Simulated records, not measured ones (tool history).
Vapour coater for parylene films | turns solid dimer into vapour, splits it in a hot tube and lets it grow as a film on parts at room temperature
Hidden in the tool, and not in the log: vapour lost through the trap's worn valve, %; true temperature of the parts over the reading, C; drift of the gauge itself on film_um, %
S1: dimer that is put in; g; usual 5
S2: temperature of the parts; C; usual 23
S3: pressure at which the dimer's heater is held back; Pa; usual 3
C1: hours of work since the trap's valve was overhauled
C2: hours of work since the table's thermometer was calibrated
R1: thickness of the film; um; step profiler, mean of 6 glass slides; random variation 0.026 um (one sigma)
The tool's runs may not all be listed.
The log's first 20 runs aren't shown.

Run 21, day 8.796: usual settings but S1 6 g, S2 25 C, S3 2.31 Pa; C1 434; C2 306. Result: R1 2.43 um.
Run 22, day 9.338: usual settings but S1 3 g, S2 32 C; C1 441; C2 314. Result: R1 1.03 um.
Run 23, day 9.625: usual settings but S2 19 C, S3 2.52 Pa; C1 445; C2 318. Result: R1 2.17 um.
Run 24, day 10.079: usual settings but S1 4 g, S2 26 C; C1 451; C2 324. Result: R1 1.48 um.
Run 25, day 10.654: usual settings but S1 7 g, S2 26 C, S3 7.58 Pa; C1 459; C2 332. Result: R1 2.14 um.
Run 26, day 11.229: usual settings but S1 7 g, S2 26 C, S3 7.58 Pa; C1 467; C2 340. Result: R1 2.16 um.
Run 27, day 11.929: usual settings but S1 3 g, S3 2.16 Pa; C1 476; C2 349. Result: R1 1.29 um.
Run 28, day 12.546: usual settings but S1 6 g, S2 15 C; C1 485; C2 358. Result: R1 2.74 um.
Run 29, day 13.083: usual settings but S2 35 C, S3 3.88 Pa; C1 492; C2 365. Result: R1 1.55 um.
At day 13.579: trap's valve overhauled.
Run 30, day 13.612: usual settings but S2 32 C; C1 0; C2 370. Result: R1 1.74 um.
Run 31, day 14.254: usual settings but S2 32 C; C1 9; C2 379. Result: R1 1.73 um.
Run 32, day 14.604: usual settings but S2 32 C; C1 14; C2 383. Result: R1 1.73 um.
Run 33, day 15.254: usual settings but S1 3 g, S2 35 C; C1 23; C2 392. Result: R1 0.99 um.
Run 34, day 15.783: usual settings but S1 3 g, S2 25 C, S3 7.76 Pa; C1 30; C2 399. Result: R1 0.95 um.
Run 35, day 16.071: usual settings but S1 3 g, S2 25 C; C1 34; C2 403. Result: R1 1.16 um.
Run 36, day 16.7: usual settings but S1 3 g, S2 25 C, S3 5.94 Pa; C1 43; C2 412. Result: R1 0.98 um.
Run 37, day 17.096: usual settings but S1 8 g, S2 19 C, S3 5.6 Pa; C1 48; C2 417. Result: R1 2.93 um.
Run 38, day 17.662: usual settings but S1 8 g, S2 26 C, S3 5.6 Pa; C1 56; C2 425. Result: R1 2.62 um.
Run 39, day 17.988: usual settings but S1 2 g; C1 60; C2 430. Result: R1 0.8 um.

3 ways to go on from here, each from the tool as it stands after run 39. What would each give?
Run A, day 18.625: usual settings but S1 3 g, S2 20 C, S3 2.31 Pa; C1 69; C2 438. Result: R1 ?.
Run B, day 18.625: usual settings but S1 3 g, S2 17 C, S3 6.23 Pa; C1 69; C2 438. Result: R1 ?.
Run C, day 18.625: usual settings but S1 3 g, S2 19 C; C1 69; C2 438. Result: R1 ?.

run    R1
  A  1.32
  B  1.07
  C  1.27
Without the tool's hidden state the same runs would have given:
run    R1
  A  1.32
  B  1.07
  C  1.27
